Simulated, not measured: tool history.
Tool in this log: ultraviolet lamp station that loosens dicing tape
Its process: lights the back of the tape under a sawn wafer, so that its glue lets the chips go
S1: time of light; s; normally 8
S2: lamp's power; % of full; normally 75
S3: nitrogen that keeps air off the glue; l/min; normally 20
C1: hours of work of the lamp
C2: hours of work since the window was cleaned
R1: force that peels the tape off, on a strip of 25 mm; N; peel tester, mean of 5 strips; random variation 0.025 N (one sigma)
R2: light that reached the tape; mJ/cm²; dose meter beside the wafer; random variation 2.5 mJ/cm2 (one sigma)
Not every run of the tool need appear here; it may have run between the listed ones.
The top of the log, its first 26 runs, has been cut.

{"run": 27, "hour": 814.4, "S1": 7, "S2": 89, "S3": 19, "C1": 885, "C2": 453, "R1": 2.307, "R2": 205}
{"run": 28, "hour": 855.2, "S1": 7, "S2": 89, "S3": 15, "C1": 907, "C2": 476, "R1": 2.659, "R2": 203}
{"run": 29, "hour": 885.1, "S1": 7, "S2": 68, "S3": 11, "C1": 924, "C2": 492, "R1": 4.128, "R2": 151}
{"run": 30, "hour": 918.9, "S1": 7, "S2": 68, "S3": 11, "C1": 943, "C2": 511, "R1": 4.284, "R2": 149}
{"run": 31, "hour": 941.2, "S1": 7, "S2": 60, "S3": 11, "C1": 955, "C2": 524, "R1": 4.685, "R2": 131}
{"run": 32, "hour": 979.7, "S1": 7, "S2": 60, "S3": 11, "C1": 977, "C2": 545, "R1": 4.855, "R2": 130}
{"run": 33, "hour": 1019.3, "S1": 6, "S2": 62, "S3": 9, "C1": 999, "C2": 567, "R1": 5.69, "R2": 116}
{"run": 34, "hour": 1056.5, "S1": 6, "S2": 71, "S3": 7, "C1": 1019, "C2": 588, "R1": 5.43, "R2": 135}
{"run": 35, "hour": 1090.1, "S1": 6, "S2": 71, "S3": 7, "C1": 1038, "C2": 606, "R1": 5.364, "R2": 128}
{"hour": 1101.1, "done": "window cleaned of glue's vapour"}
{"run": 36, "hour": 1107.8, "S1": 10, "S2": 100, "S3": 7, "C1": 1048, "C2": 4, "R1": 2.19, "R2": 331}
{"run": 37, "hour": 1138.6, "S1": 10, "S2": 100, "S3": 7, "C1": 1065, "C2": 21, "R1": 2.227, "R2": 326}

Forecast each of these 4 alternatives for the next run:
{"run": "A", "hour": 1169.0, "S1": 8, "S2": 75, "S3": 7, "C1": 1082, "C2": 38, "R1": "?", "R2": "?"}
{"run": "B", "hour": 1169.0, "S1": 9, "S2": 75, "S3": 11, "C1": 1082, "C2": 38, "R1": "?", "R2": "?"}
{"run": "C", "hour": 1169.0, "S1": 10, "S2": 65, "S3": 24, "C1": 1082, "C2": 38, "R1": "?", "R2": "?"}
{"run": "D", "hour": 1169.0, "S1": 6, "S2": 75, "S3": 20, "C1": 1082, "C2": 38, "R1": "?", "R2": "?"}

run=A R1=4.028 R2=193
run=B R1=3.002 R2=218
run=C R1=1.891 R2=211
run=D R1=3.387 R2=145
Take away the tool's hidden state, keep each run's random variation, and the runs would have read:
run=A R1=2.591 R2=288
run=B R1=1.655 R2=326
run=C R1=0.874 R2=315
run=D R1=2.005 R2=217
